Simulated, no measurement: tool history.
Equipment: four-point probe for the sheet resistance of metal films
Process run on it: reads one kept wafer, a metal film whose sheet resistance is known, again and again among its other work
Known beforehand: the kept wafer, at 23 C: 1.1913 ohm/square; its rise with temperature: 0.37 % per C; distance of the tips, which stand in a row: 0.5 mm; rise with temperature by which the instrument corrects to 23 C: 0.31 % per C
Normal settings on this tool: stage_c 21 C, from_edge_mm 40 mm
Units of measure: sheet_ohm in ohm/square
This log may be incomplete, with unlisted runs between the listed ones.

run    hour  stage_c  from_edge_mm  sheet_ohm
  1     0.0       21            40   1.199246
  2    45.1       21             8   1.201678
  3    98.4       21            40   1.199437
  4   160.4       21            18   1.200596
  5   199.9       21            18   1.200208
  6   243.0       21            18   1.200575
  7   282.9       21            40   1.200682
  8   341.4       30            40   1.206974
  9   426.1       21            40   1.200737
 10   468.2       21            40   1.200782
 11   516.2       21            40   1.200900
 12   574.2       21            40   1.200948
      635.0  -- new probe head fitted
 13   654.2       22            13   1.188833
 14   706.6       21             5   1.193775
 15   780.9       20            49   1.187244
 16   836.9       20            49   1.186805
 17   878.9       20            49   1.187433
 18   924.1       33            43   1.197057
 19   999.4       29             4   1.203905
 20  1042.5       26            57   1.192290
 21  1080.3       19             7   1.190336
 22  1155.5       24            23   1.191178

4 ways to go on from here, each from the tool as it stands after run 22. What would each give?
  A  1236.5       27             6          ?
  B  1236.5       21            40          ?
  C  1236.5       27            20          ?
  D  1236.5       28            68          ?

run  sheet_ohm
  A   1.197980
  B   1.189343
  C   1.194060
  D   1.193901
Stripped of hidden state, with their random variation kept, the same runs would have yielded:
run  sheet_ohm
  A   1.198633
  B   1.190010
  C   1.194712
  D   1.194549
